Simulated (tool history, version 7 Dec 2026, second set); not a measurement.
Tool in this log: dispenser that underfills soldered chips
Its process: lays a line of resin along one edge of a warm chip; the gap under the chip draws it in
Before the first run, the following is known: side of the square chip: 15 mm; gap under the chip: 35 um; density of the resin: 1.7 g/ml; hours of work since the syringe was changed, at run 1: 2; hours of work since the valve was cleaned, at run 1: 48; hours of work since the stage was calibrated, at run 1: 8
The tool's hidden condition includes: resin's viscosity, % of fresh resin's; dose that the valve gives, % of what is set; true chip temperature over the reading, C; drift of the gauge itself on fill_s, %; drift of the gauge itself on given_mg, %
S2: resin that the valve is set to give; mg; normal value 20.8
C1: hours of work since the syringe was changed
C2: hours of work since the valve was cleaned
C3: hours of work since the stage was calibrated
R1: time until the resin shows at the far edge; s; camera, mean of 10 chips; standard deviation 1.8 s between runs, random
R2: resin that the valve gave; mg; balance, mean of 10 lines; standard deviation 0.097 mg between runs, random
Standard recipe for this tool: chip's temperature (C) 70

run 1 hour=0.0 | chip's_temperature_(C)=70 S2=20.8 | C1=2 C2=48 C3=8 | R1=189.2 R2=20.12
run 2 hour=7.7 | chip's_temperature_(C)=70 S2=20.8 | C1=7 C2=54 C3=13 | R1=230.8 R2=19.95
-- hour=8.8 new syringe of resin
run 3 hour=12.8 | chip's_temperature_(C)=70 S2=20.8 | C1=3 C2=57 C3=17 | R1=200.1 R2=19.96
run 4 hour=16.4 | chip's_temperature_(C)=70 S2=20.8 | C1=5 C2=60 C3=19 | R1=217.3 R2=20.05
-- hour=20.3 new syringe of resin
run 5 hour=23.7 | chip's_temperature_(C)=70 S2=20.8 | C1=2 C2=65 C3=24 | R1=200.6 R2=19.99
run 6 hour=27.0 | chip's_temperature_(C)=70 S2=20.8 | C1=5 C2=67 C3=27 | R1=215.2 R2=19.78
-- hour=32.0 new syringe of resin
run 7 hour=33.0 | chip's_temperature_(C)=70 S2=20.8 | C1=1 C2=71 C3=31 | R1=188.1 R2=19.67
run 8 hour=38.3 | chip's_temperature_(C)=70 S2=20.8 | C1=5 C2=75 C3=34 | R1=205.4 R2=19.75
-- hour=43.4 new syringe of resin
run 9 hour=44.2 | chip's_temperature_(C)=70 S2=20.8 | C1=1 C2=79 C3=38 | R1=186.7 R2=19.88
-- hour=47.7 dispensing valve cleaned and set on the balance
run 10 hour=50.0 | chip's_temperature_(C)=70 S2=20.8 | C1=4 C2=2 C3=42 | R1=208.5 R2=20.70
-- hour=56.0 new syringe of resin
run 11 hour=58.2 | chip's_temperature_(C)=70 S2=20.8 | C1=2 C2=7 C3=48 | R1=193.6 R2=20.46
run 12 hour=65.1 | chip's_temperature_(C)=70 S2=20.8 | C1=7 C2=12 C3=53 | R1=225.7 R2=20.71
-- hour=67.7 new syringe of resin
run 13 hour=69.7 | chip's_temperature_(C)=70 S2=20.8 | C1=1 C2=15 C3=56 | R1=188.5 R2=20.63
run 14 hour=75.5 | chip's_temperature_(C)=56 S2=19.2 | C1=6 C2=20 C3=60 | R1=381.8 R2=18.95
-- hour=79.6 new syringe of resin
run 15 hour=80.7 | chip's_temperature_(C)=56 S2=19.2 | C1=1 C2=23 C3=63 | R1=327.9 R2=18.84
run 16 hour=86.2 | chip's_temperature_(C)=64 S2=21.0 | C1=5 C2=27 C3=67 | R1=266.9 R2=20.53
-- hour=91.4 new syringe of resin
run 17 hour=91.7 | chip's_temperature_(C)=64 S2=21.0 | C1=0 C2=31 C3=71 | R1=231.0 R2=20.48
run 18 hour=95.1 | chip's_temperature_(C)=81 S2=26.4 | C1=3 C2=33 C3=73 | R1=129.7 R2=25.77
run 19 hour=101.8 | chip's_temperature_(C)=81 S2=26.4 | C1=7 C2=38 C3=78 | R1=155.6 R2=25.64
-- hour=102.8 new syringe of resin
run 20 hour=108.2 | chip's_temperature_(C)=74 S2=19.5 | C1=4 C2=42 C3=83 | R1=181.4 R2=18.86
run 21 hour=112.9 | chip's_temperature_(C)=74 S2=19.5 | C1=7 C2=46 C3=86 | R1=198.4 R2=18.71
-- hour=114.2 new syringe of resin
run 22 hour=119.6 | chip's_temperature_(C)=70 S2=19.9 | C1=4 C2=50 C3=90 | R1=201.8 R2=19.09
run 23 hour=124.6 | chip's_temperature_(C)=78 S2=20.8 | C1=7 C2=54 C3=94 | R1=171.6 R2=19.90

Predict each of these 5 candidate next runs independently; none follows another, all start after run 23:
-- hour=125.9 new syringe of resin
run A hour=129.2 | chip's_temperature_(C)=80 S2=20.8 | C1=2 C2=57 C3=97 | R1=? R2=?
-- hour=125.9 new syringe of resin
run B hour=129.2 | chip's_temperature_(C)=78 S2=19.2 | C1=2 C2=57 C3=97 | R1=? R2=?
-- hour=125.9 new syringe of resin
run C hour=129.2 | chip's_temperature_(C)=60 S2=26.3 | C1=2 C2=57 C3=97 | R1=? R2=?
-- hour=125.9 new syringe of resin
run D hour=129.2 | chip's_temperature_(C)=74 S2=19.9 | C1=2 C2=57 C3=97 | R1=? R2=?
-- hour=125.9 new syringe of resin
run E hour=129.2 | chip's_temperature_(C)=70 S2=26.9 | C1=2 C2=57 C3=97 | R1=? R2=?

run=A R1=137.5 R2=19.98
run=B R1=149.2 R2=18.30
run=C R1=276.5 R2=25.21
run=D R1=168.8 R2=18.86
run=E R1=191.2 R2=25.73
The same runs, with their run-to-run variation unchanged, on a tool lacking any hidden condition would have given:
run=A R1=127.8 R2=20.88
run=B R1=138.2 R2=19.13
run=C R1=258.1 R2=26.35
run=D R1=156.6 R2=19.71
run=E R1=178.5 R2=26.89
